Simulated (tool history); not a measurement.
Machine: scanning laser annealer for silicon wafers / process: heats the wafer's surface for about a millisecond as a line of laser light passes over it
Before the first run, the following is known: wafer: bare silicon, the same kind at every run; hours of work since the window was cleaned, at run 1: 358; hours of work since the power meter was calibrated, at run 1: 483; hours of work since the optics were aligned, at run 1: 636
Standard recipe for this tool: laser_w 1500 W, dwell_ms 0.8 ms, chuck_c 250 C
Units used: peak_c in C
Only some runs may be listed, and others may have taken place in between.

run   hour  laser_w  dwell_ms  chuck_c  hours of work since the window was cleaned  hours of work since the power meter was calibrated  hours of work since the optics were aligned  peak_c
  1      0     1500       0.8      250                                         358                                                 483                                          636     985
  2   21.6     1500       0.8      250                                         375                                                 500                                          653     984
  3   37.8     1500       0.8      250                                         387                                                 512                                          665     978
  4   65.1     1500       0.8      250                                         408                                                 533                                          686     985
  5   93.3     1649       0.8      250                                         430                                                 554                                          708    1071
  6  129.2     1649       0.8      250                                         457                                                 582                                          735    1075
  7  158.8     1649       0.8      250                                         480                                                 605                                          758    1072
  8  183.8     1382       0.8      250                                         499                                                 624                                          777     912
  9  207.1     1500       0.8      250                                         517                                                 642                                          795     981
       217  -- window over the wafer cleaned
 10  234.9     1500       0.8      250                                          14                                                 662                                          815     983
 11  255.7     1500       0.8      250                                          30                                                 678                                          831     985
 12  280.5     1500       0.8      250                                          49                                                 697                                          850     983
 13  307.4     1500       0.8      250                                          69                                                 717                                          870     982
 14  337.9     1360       0.8      250                                          93                                                 741                                          894     906

Run 15 has not been measured yet. What should we expect?
 15   373     1369     0.703      265                                         120                                                 767                                          921       ?

{"run 15": {"peak_c": 881}}
Without the tool's hidden state the same run would have given peak_c 881 C.

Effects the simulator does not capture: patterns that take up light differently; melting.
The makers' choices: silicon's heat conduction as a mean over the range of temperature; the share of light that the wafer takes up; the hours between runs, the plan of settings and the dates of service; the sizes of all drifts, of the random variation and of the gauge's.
